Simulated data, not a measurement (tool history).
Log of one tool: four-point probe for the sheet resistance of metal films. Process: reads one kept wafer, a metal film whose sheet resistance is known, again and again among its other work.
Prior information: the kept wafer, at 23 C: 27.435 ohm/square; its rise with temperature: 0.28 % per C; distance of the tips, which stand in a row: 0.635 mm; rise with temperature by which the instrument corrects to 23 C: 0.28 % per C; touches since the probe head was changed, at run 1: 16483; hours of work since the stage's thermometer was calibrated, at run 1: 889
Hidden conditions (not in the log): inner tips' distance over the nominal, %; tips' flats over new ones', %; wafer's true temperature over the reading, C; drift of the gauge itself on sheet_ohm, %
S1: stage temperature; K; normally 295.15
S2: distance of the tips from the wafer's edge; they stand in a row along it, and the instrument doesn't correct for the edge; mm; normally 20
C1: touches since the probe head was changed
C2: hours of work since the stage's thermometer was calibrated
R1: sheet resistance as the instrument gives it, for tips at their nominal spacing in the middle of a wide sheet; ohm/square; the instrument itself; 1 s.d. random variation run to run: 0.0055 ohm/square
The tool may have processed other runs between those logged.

{"run": 1, "hour": 0.0, "S1": 295.15, "S2": 20, "C1": 16483, "C2": 889, "R1": 27.200306}
{"run": 2, "hour": 12.4, "S1": 298.15, "S2": 20, "C1": 16918, "C2": 895, "R1": 27.21243}
{"run": 3, "hour": 30.9, "S1": 298.15, "S2": 20, "C1": 17567, "C2": 905, "R1": 27.216885}
{"run": 4, "hour": 46.8, "S1": 293.15, "S2": 20, "C1": 18127, "C2": 913, "R1": 27.189019}
{"run": 5, "hour": 62.0, "S1": 293.15, "S2": 20, "C1": 18661, "C2": 920, "R1": 27.202443}
{"run": 6, "hour": 77.3, "S1": 293.15, "S2": 20, "C1": 19198, "C2": 928, "R1": 27.200307}
{"run": 7, "hour": 86.9, "S1": 293.15, "S2": 20, "C1": 19535, "C2": 933, "R1": 27.200986}
{"run": 8, "hour": 96.9, "S1": 295.15, "S2": 17, "C1": 19885, "C2": 938, "R1": 27.217613}
{"run": 9, "hour": 108.9, "S1": 295.15, "S2": 17, "C1": 20307, "C2": 944, "R1": 27.209692}
{"run": 10, "hour": 121.8, "S1": 295.15, "S2": 17, "C1": 20758, "C2": 951, "R1": 27.204272}
{"run": 11, "hour": 140.3, "S1": 295.15, "S2": 4, "C1": 21407, "C2": 960, "R1": 27.550492}
{"run": 12, "hour": 156.2, "S1": 295.15, "S2": 20, "C1": 21966, "C2": 968, "R1": 27.19859}
{"run": 13, "hour": 165.6, "S1": 295.15, "S2": 20, "C1": 22297, "C2": 973, "R1": 27.206423}
{"run": 14, "hour": 174.9, "S1": 295.15, "S2": 20, "C1": 22624, "C2": 978, "R1": 27.195116}
{"run": 15, "hour": 184.1, "S1": 295.15, "S2": 20, "C1": 22948, "C2": 982, "R1": 27.191793}
{"run": 16, "hour": 192.0, "S1": 295.15, "S2": 19, "C1": 23224, "C2": 986, "R1": 27.202985}
{"run": 17, "hour": 205.1, "S1": 292.15, "S2": 19, "C1": 23685, "C2": 993, "R1": 27.195369}
{"run": 18, "hour": 219.8, "S1": 295.15, "S2": 20, "C1": 24200, "C2": 1000, "R1": 27.199228}
{"run": 19, "hour": 230.6, "S1": 295.15, "S2": 20, "C1": 24578, "C2": 1006, "R1": 27.197074}
{"run": 20, "hour": 246.6, "S1": 293.15, "S2": 20, "C1": 25141, "C2": 1014, "R1": 27.185868}
{"run": 21, "hour": 257.8, "S1": 293.15, "S2": 20, "C1": 25534, "C2": 1019, "R1": 27.183942}
{"run": 22, "hour": 274.4, "S1": 303.15, "S2": 20, "C1": 26118, "C2": 1028, "R1": 27.208878}
{"run": 23, "hour": 292.3, "S1": 303.15, "S2": 20, "C1": 26747, "C2": 1037, "R1": 27.210092}
{"run": 24, "hour": 306.7, "S1": 303.15, "S2": 20, "C1": 27251, "C2": 1044, "R1": 27.210306}
{"run": 25, "hour": 321.8, "S1": 303.15, "S2": 4, "C1": 27780, "C2": 1052, "R1": 27.551934}
{"run": 26, "hour": 329.8, "S1": 295.15, "S2": 65, "C1": 28062, "C2": 1056, "R1": 27.176462}
{"run": 27, "hour": 338.9, "S1": 296.15, "S2": 9, "C1": 28382, "C2": 1060, "R1": 27.241651}
{"run": 28, "hour": 349.9, "S1": 296.15, "S2": 9, "C1": 28768, "C2": 1066, "R1": 27.243569}
{"run": 29, "hour": 364.2, "S1": 296.15, "S2": 9, "C1": 29271, "C2": 1073, "R1": 27.240478}
{"run": 30, "hour": 375.8, "S1": 296.15, "S2": 9, "C1": 29679, "C2": 1079, "R1": 27.247195}
{"run": 31, "hour": 390.3, "S1": 301.15, "S2": 10, "C1": 30185, "C2": 1086, "R1": 27.239389}
{"run": 32, "hour": 405.1, "S1": 297.15, "S2": 13, "C1": 30706, "C2": 1094, "R1": 27.212623}
{"run": 33, "hour": 423.2, "S1": 299.15, "S2": 11, "C1": 31340, "C2": 1103, "R1": 27.218922}
{"run": 34, "hour": 434.9, "S1": 299.15, "S2": 11, "C1": 31751, "C2": 1109, "R1": 27.230605}
{"run": 35, "hour": 453.8, "S1": 297.15, "S2": 11, "C1": 32417, "C2": 1118, "R1": 27.222792}
{"run": 36, "hour": 468.6, "S1": 302.15, "S2": 28, "C1": 32936, "C2": 1126, "R1": 27.190566}
{"run": 37, "hour": 480.1, "S1": 302.15, "S2": 28, "C1": 33338, "C2": 1132, "R1": 27.180715}
{"run": 38, "hour": 497.1, "S1": 301.15, "S2": 8, "C1": 33935, "C2": 1140, "R1": 27.262933}
{"run": 39, "hour": 512.6, "S1": 293.15, "S2": 61, "C1": 34481, "C2": 1148, "R1": 27.162388}
{"run": 40, "hour": 527.1, "S1": 304.15, "S2": 66, "C1": 34990, "C2": 1156, "R1": 27.181041}
{"run": 41, "hour": 536.3, "S1": 300.15, "S2": 21, "C1": 35313, "C2": 1160, "R1": 27.191413}
{"run": 42, "hour": 544.8, "S1": 295.15, "S2": 9, "C1": 35610, "C2": 1164, "R1": 27.235918}
{"run": 43, "hour": 561.4, "S1": 296.15, "S2": 20, "C1": 36193, "C2": 1173, "R1": 27.182796}
{"run": 44, "hour": 574.0, "S1": 293.15, "S2": 20, "C1": 36636, "C2": 1179, "R1": 27.162284}
{"run": 45, "hour": 591.8, "S1": 297.15, "S2": 7, "C1": 37262, "C2": 1188, "R1": 27.278332}

Difference, measured minus no-hidden-state, one row per run. Run-to-run variation is common to both terms; the gauge's own scatter need not be:
run=1 R1=-0.237699
run=2 R1=-0.238624
run=3 R1=-0.239698
run=4 R1=-0.240337
run=5 R1=-0.241303
run=6 R1=-0.242248
run=7 R1=-0.242881
run=8 R1=-0.243629
run=9 R1=-0.244282
run=10 R1=-0.244949
run=11 R1=-0.249094
run=12 R1=-0.247115
run=13 R1=-0.247810
run=14 R1=-0.248268
run=15 R1=-0.248820
run=16 R1=-0.249343
run=17 R1=-0.250071
run=18 R1=-0.251107
run=19 R1=-0.251686
run=20 R1=-0.252540
run=21 R1=-0.253185
run=22 R1=-0.254666
run=23 R1=-0.255829
run=24 R1=-0.256699
run=25 R1=-0.260715
run=26 R1=-0.257723
run=27 R1=-0.258867
run=28 R1=-0.259578
run=29 R1=-0.260458
run=30 R1=-0.261257
run=31 R1=-0.262246
run=32 R1=-0.262885
run=33 R1=-0.264102
run=34 R1=-0.264923
run=35 R1=-0.265963
run=36 R1=-0.266654
run=37 R1=-0.267317
run=38 R1=-0.269024
run=39 R1=-0.268914
run=40 R1=-0.270189
run=41 R1=-0.270727
run=42 R1=-0.271510
run=43 R1=-0.272195
run=44 R1=-0.272727
run=45 R1=-0.275038

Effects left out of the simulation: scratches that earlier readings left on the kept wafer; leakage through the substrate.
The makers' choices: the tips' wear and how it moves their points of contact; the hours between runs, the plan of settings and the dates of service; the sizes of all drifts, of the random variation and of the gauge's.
